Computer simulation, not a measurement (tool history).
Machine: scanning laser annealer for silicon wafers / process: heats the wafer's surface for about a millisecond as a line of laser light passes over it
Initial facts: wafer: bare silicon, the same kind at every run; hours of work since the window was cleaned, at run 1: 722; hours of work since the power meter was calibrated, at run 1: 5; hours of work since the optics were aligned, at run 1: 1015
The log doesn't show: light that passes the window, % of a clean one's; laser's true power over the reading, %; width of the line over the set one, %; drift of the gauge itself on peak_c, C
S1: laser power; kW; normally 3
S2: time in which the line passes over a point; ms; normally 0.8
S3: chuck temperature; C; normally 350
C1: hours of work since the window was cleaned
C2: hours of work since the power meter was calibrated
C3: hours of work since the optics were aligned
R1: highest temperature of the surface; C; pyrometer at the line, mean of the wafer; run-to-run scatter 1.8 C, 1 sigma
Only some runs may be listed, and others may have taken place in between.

run   hour     S1     S2   S3   C1   C2    C3    R1
  1      0      3    0.8  350  722    5  1015  1027
  2   12.4      3    0.8  350  729   11  1021  1026
  3   23.1      3    0.8  350  734   17  1026  1026
  4     35      3    0.8  350  740   23  1032  1025
  5   49.3      3    0.8  355  747   30  1040  1027
  6   61.9      3    0.8  355  754   36  1046  1031
  7   70.2  2.665    0.8  350  758   41  1050   943
  8   77.8  2.665    0.8  350  762   44  1054   944
  9     89      3    0.8  350  768   50  1060  1022
 10   99.5      3    0.8  364  773   55  1065  1039
 11  112.3      3    0.8  364  779   62  1072  1040
 12    127      3    0.8  350  787   69  1079  1023
 13  140.9      3    0.8  350  794   77  1086  1021
 14  146.9      3    0.8  350  797   80  1089  1025
 15  160.5      3    0.8  350  804   87  1096  1023
 16  168.1      3    0.8  350  808   90  1100  1022
 17  180.7      3    0.8  350  814   97  1107  1020
 18  191.2      3    0.8  350  820  102  1112  1024
 19  198.9      3    0.8  350  824  106  1116  1020
 20  209.7      3    0.8  350  829  112  1121  1018
 21  221.5      3   0.71  350  835  118  1127   976
 22  229.2  3.144  0.952  337  839  122  1131  1115
 23  237.2  3.205    0.8  313  843  126  1135  1032
 24  250.5  3.051    0.8  344  850  132  1142  1028

Forecast run 25:
 25  260.7  3.051  0.8  344  855  138  1147   ?

{"run 25": {"R1": 1023}}
Without the tool's hidden state the same run would have given R1 1074 C.
